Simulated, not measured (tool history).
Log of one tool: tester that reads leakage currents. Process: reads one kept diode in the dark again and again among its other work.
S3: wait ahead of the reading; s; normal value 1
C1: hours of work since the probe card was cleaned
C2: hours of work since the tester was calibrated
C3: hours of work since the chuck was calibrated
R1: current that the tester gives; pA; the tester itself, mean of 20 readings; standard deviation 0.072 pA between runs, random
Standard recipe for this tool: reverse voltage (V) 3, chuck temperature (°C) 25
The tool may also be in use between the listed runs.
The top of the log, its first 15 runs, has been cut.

{"run": 16, "hour": 413.5, "reverse voltage (V)": 3, "chuck temperature (°C)": 25, "S3": 0.42, "C1": 505, "C2": 973, "C3": 564, "R1": 17.58}
{"run": 17, "hour": 441.9, "reverse voltage (V)": 3, "chuck temperature (°C)": 25, "S3": 3.24, "C1": 521, "C2": 989, "C3": 581, "R1": 17.22}
{"run": 18, "hour": 458.1, "reverse voltage (V)": 3, "chuck temperature (°C)": 25, "S3": 3.24, "C1": 530, "C2": 998, "C3": 590, "R1": 17.24}
{"run": 19, "hour": 474.1, "reverse voltage (V)": 3, "chuck temperature (°C)": 25, "S3": 3.24, "C1": 539, "C2": 1008, "C3": 599, "R1": 17.17}
{"run": 20, "hour": 504.3, "reverse voltage (V)": 3, "chuck temperature (°C)": 25, "S3": 3.24, "C1": 557, "C2": 1025, "C3": 616, "R1": 17.24}
{"run": 21, "hour": 541.1, "reverse voltage (V)": 3, "chuck temperature (°C)": 25, "S3": 3.24, "C1": 578, "C2": 1046, "C3": 637, "R1": 17.04}
{"run": 22, "hour": 560.8, "reverse voltage (V)": 17.71, "chuck temperature (°C)": 31, "S3": 1.02, "C1": 589, "C2": 1057, "C3": 649, "R1": 52.14}
{"run": 23, "hour": 595.6, "reverse voltage (V)": 1.95, "chuck temperature (°C)": 29, "S3": 1, "C1": 609, "C2": 1077, "C3": 669, "R1": 20.14}
{"run": 24, "hour": 621.5, "reverse voltage (V)": 4.49, "chuck temperature (°C)": 37, "S3": 0.61, "C1": 624, "C2": 1092, "C3": 683, "R1": 48.41}
{"run": 25, "hour": 637.4, "reverse voltage (V)": 4.49, "chuck temperature (°C)": 37, "S3": 0.61, "C1": 633, "C2": 1101, "C3": 693, "R1": 48.28}
{"run": 26, "hour": 665.9, "reverse voltage (V)": 1.75, "chuck temperature (°C)": 39, "S3": 1, "C1": 649, "C2": 1117, "C3": 709, "R1": 40.91}
{"run": 27, "hour": 690.7, "reverse voltage (V)": 17.77, "chuck temperature (°C)": 54, "S3": 1, "C1": 663, "C2": 1132, "C3": 723, "R1": 245.36}
{"run": 28, "hour": 724.5, "reverse voltage (V)": 14.97, "chuck temperature (°C)": 37, "S3": 0.35, "C1": 683, "C2": 1151, "C3": 742, "R1": 75.65}
{"run": 29, "hour": 743.5, "reverse voltage (V)": 8, "chuck temperature (°C)": 47, "S3": 1.44, "C1": 694, "C2": 1162, "C3": 753, "R1": 116.83}
{"run": 30, "hour": 779.7, "reverse voltage (V)": 9.58, "chuck temperature (°C)": 20, "S3": 2.2, "C1": 714, "C2": 1182, "C3": 774, "R1": 19.33}
{"run": 31, "hour": 804.5, "reverse voltage (V)": 9.58, "chuck temperature (°C)": 20, "S3": 2.2, "C1": 728, "C2": 1197, "C3": 788, "R1": 19.35}
{"run": 32, "hour": 842.1, "reverse voltage (V)": 4.81, "chuck temperature (°C)": 25, "S3": 1, "C1": 750, "C2": 1218, "C3": 810, "R1": 20.61}
{"run": 33, "hour": 862.8, "reverse voltage (V)": 14.44, "chuck temperature (°C)": 34, "S3": 1.17, "C1": 762, "C2": 1230, "C3": 822, "R1": 59.08}
{"run": 34, "hour": 889.6, "reverse voltage (V)": 14.44, "chuck temperature (°C)": 34, "S3": 1.17, "C1": 777, "C2": 1245, "C3": 837, "R1": 59.18}
{"run": 35, "hour": 907.0, "reverse voltage (V)": 2.33, "chuck temperature (°C)": 32, "S3": 0.66, "C1": 787, "C2": 1255, "C3": 847, "R1": 26.71}

Estimate the outcome of run 36 from the log above:
{"run": 36, "hour": 944.5, "reverse voltage (V)": 2.33, "chuck temperature (°C)": 32, "S3": 3.12, "C1": 809, "C2": 1277, "C3": 868, "R1": "?"}

Run 36 yielded R1 26.46 pA.
With the hidden condition absent and the run-to-run variation left alone, this run would have shown R1 27.8 pA.

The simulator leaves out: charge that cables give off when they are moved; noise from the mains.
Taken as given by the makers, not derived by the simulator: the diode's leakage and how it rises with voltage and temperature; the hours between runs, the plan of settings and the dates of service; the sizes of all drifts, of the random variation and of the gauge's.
